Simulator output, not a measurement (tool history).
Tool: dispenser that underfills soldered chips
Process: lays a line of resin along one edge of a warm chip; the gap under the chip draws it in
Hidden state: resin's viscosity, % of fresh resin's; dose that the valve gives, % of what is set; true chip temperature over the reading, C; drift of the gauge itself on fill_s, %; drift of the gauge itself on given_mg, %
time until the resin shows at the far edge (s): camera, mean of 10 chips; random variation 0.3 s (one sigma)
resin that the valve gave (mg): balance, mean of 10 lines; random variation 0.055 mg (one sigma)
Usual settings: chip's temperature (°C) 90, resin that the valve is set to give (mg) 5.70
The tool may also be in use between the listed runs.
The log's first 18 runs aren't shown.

| run | day | chip's temperature (°C) | resin that the valve is set to give (mg) | hours of work since the syringe was changed | hours of work since the valve was cleaned | hours of work since the stage was calibrated | time until the resin shows at the far edge (s) | resin that the valve gave (mg) |
|---|---|---|---|---|---|---|---|---|
|  | 5.925 | new syringe of resin |
| 19 | 6.075 | 87 | 5.70 | 3 | 56 | 347 | 6.8 | 5.48 |
| 20 | 6.350 | 87 | 5.70 | 8 | 61 | 352 | 9.2 | 5.44 |
|  | 6.471 | new syringe of resin |
| 21 | 6.692 | 82 | 5.84 | 4 | 67 | 358 | 8.6 | 5.48 |
|  | 7.046 | new syringe of resin |
| 22 | 7.104 | 78 | 6.50 | 1 | 75 | 365 | 9.2 | 6.00 |
| 23 | 7.400 | 93 | 6.00 | 7 | 80 | 371 | 6.5 | 5.63 |
|  | 7.621 | new syringe of resin |
| 24 | 7.662 | 93 | 6.00 | 1 | 85 | 376 | 4.2 | 5.52 |
| 25 | 7.933 | 76 | 5.70 | 6 | 90 | 380 | 12.5 | 5.35 |
|  | 8.179 | new syringe of resin |
| 26 | 8.350 | 90 | 5.25 | 3 | 97 | 388 | 5.7 | 4.76 |
|  | 8.738 | new syringe of resin |
| 27 | 8.762 | 93 | 5.70 | 0 | 105 | 395 | 4.7 | 5.19 |
| 28 | 8.954 | 93 | 5.70 | 4 | 108 | 399 | 5.5 | 5.14 |
| 29 | 9.146 | 93 | 5.70 | 8 | 112 | 402 | 7.6 | 5.22 |
|  | 9.300 | new syringe of resin |
| 30 | 9.392 | 96 | 5.67 | 2 | 116 | 407 | 4.3 | 5.18 |
| 31 | 9.571 | 96 | 5.67 | 5 | 119 | 410 | 5.2 | 5.12 |
| 32 | 9.812 | 102 | 6.40 | 9 | 124 | 414 | 4.6 | 5.74 |
|  | 9.850 | new syringe of resin |
|  | 9.992 | dispensing valve cleaned and set on the balance |
| 33 | 10.229 | 91 | 5.75 | 6 | 4 | 421 | 7.4 | 5.81 |
|  | 10.438 | new syringe of resin |
| 34 | 10.550 | 88 | 6.36 | 2 | 10 | 427 | 6.1 | 6.20 |
| 35 | 10.821 | 90 | 6.64 | 7 | 15 | 432 | 7.3 | 6.51 |
|  | 10.996 | new syringe of resin |
| 36 | 11.050 | 101 | 6.40 | 1 | 19 | 436 | 3.7 | 6.34 |

Forecast each of these 4 alternatives for the next run:
| A | 11.258 | 105 | 7.08 | 5 | 23 | 440 | ? | ? |
| B | 11.258 | 90 | 4.82 | 5 | 23 | 440 | ? | ? |
| C | 11.258 | 85 | 5.88 | 5 | 23 | 440 | ? | ? |
| D | 11.258 | 76 | 6.40 | 5 | 23 | 440 | ? | ? |

| run | time until the resin shows at the far edge (s) | resin that the valve gave (mg) |
|---|---|---|
| A | 3.5 | 6.96 |
| B | 6.6 | 4.70 |
| C | 8.3 | 5.86 |
| D | 12.1 | 6.24 |
Without the tool's hidden state the same runs would have given:
| run | time until the resin shows at the far edge (s) | resin that the valve gave (mg) |
|---|---|---|
| A | 2.4 | 7.06 |
| B | 4.4 | 4.77 |
| C | 5.6 | 5.94 |
| D | 8.1 | 6.33 |
